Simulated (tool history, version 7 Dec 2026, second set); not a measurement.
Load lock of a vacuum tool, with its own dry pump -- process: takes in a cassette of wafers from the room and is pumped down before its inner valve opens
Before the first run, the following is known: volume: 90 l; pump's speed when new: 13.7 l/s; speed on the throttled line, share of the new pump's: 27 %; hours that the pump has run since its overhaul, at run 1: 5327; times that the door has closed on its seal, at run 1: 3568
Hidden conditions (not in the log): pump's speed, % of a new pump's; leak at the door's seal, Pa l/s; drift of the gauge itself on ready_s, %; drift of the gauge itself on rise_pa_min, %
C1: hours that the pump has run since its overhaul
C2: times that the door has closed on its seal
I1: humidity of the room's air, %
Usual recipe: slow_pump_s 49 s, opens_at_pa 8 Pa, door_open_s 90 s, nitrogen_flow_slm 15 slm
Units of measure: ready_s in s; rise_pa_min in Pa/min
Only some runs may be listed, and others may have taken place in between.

Run 1, hour 0.0: usual settings; C1 5327; C2 3568; I1 44.5. Result: ready_s 102.9 s, rise_pa_min 0.044 Pa/min.
Run 2, hour 109.0: usual settings; C1 5436; C2 3980; I1 42.3. Result: ready_s 103.6 s, rise_pa_min 0.043 Pa/min.
Run 3, hour 229.5: usual settings but slow_pump_s 26 s; C1 5557; C2 4436; I1 41.6. Result: ready_s 86.3 s, rise_pa_min 0.051 Pa/min.
Run 4, hour 314.3: usual settings but opens_at_pa 14 Pa; C1 5641; C2 4757; I1 45.9. Result: ready_s 98.7 s, rise_pa_min 0.048 Pa/min.
Run 5, hour 516.4: usual settings but opens_at_pa 14 Pa; C1 5843; C2 5521; I1 47.2. Result: ready_s 98.5 s, rise_pa_min 0.045 Pa/min.
Run 6, hour 688.0: usual settings but opens_at_pa 14 Pa; C1 6015; C2 6170; I1 42.8. Result: ready_s 98.8 s, rise_pa_min 0.055 Pa/min.
Run 7, hour 847.2: usual settings but nitrogen_flow_slm 5 slm; C1 6174; C2 6772; I1 45.5. Result: ready_s 103.5 s, rise_pa_min 0.068 Pa/min.
Run 8, hour 988.4: usual settings but opens_at_pa 16 Pa, nitrogen_flow_slm 5 slm; C1 6315; C2 7306; I1 44.3. Result: ready_s 99.2 s, rise_pa_min 0.072 Pa/min.
Run 9, hour 1075.9: usual settings but opens_at_pa 16 Pa, nitrogen_flow_slm 5 slm; C1 6403; C2 7637; I1 49.1. Result: ready_s 98.0 s, rise_pa_min 0.081 Pa/min.
Run 10, hour 1257.5: usual settings but opens_at_pa 16 Pa, nitrogen_flow_slm 5 slm; C1 6585; C2 8324; I1 44.0. Result: ready_s 98.1 s, rise_pa_min 0.073 Pa/min.
Run 11, hour 1388.9: usual settings but opens_at_pa 16 Pa, nitrogen_flow_slm 5 slm; C1 6716; C2 8821; I1 43.6. Result: ready_s 98.1 s, rise_pa_min 0.081 Pa/min.
Run 12, hour 1575.9: usual settings but slow_pump_s 74 s; C1 6903; C2 9528; I1 46.5. Result: ready_s 120.1 s, rise_pa_min 0.078 Pa/min.
Run 13, hour 1665.6: usual settings but slow_pump_s 44 s; C1 6993; C2 9867; I1 47.3. Result: ready_s 100.3 s, rise_pa_min 0.078 Pa/min.
Run 14, hour 1829.2: usual settings but opens_at_pa 6 Pa; C1 7156; C2 10486; I1 48.9. Result: ready_s 107.0 s, rise_pa_min 0.091 Pa/min.
Run 15, hour 1983.6: usual settings but opens_at_pa 6 Pa; C1 7311; C2 11070; I1 45.7. Result: ready_s 106.4 s, rise_pa_min 0.084 Pa/min.
Run 16, hour 2104.2: usual settings but opens_at_pa 6 Pa; C1 7431; C2 11526; I1 44.0. Result: ready_s 106.9 s, rise_pa_min 0.092 Pa/min.
Run 17, hour 2265.4: usual settings but opens_at_pa 11 Pa; C1 7592; C2 12135; I1 44.5. Result: ready_s 102.6 s, rise_pa_min 0.098 Pa/min.
Run 18, hour 2469.3: usual settings but opens_at_pa 11 Pa; C1 7796; C2 12907; I1 43.6. Result: ready_s 102.6 s, rise_pa_min 0.096 Pa/min.

Run 19 has not been measured yet. What should we expect?
Run 19, hour 2618.3: usual settings but opens_at_pa 11 Pa; C1 7945; C2 13470; I1 43.8. Result: ready_s ?, rise_pa_min ?.

{"run 19": {"ready_s": 103.5, "rise_pa_min": 0.097}}
Had the tool carried no hidden state, the very same run would have given ready_s 97.0 s, rise_pa_min 0.029 Pa/min.
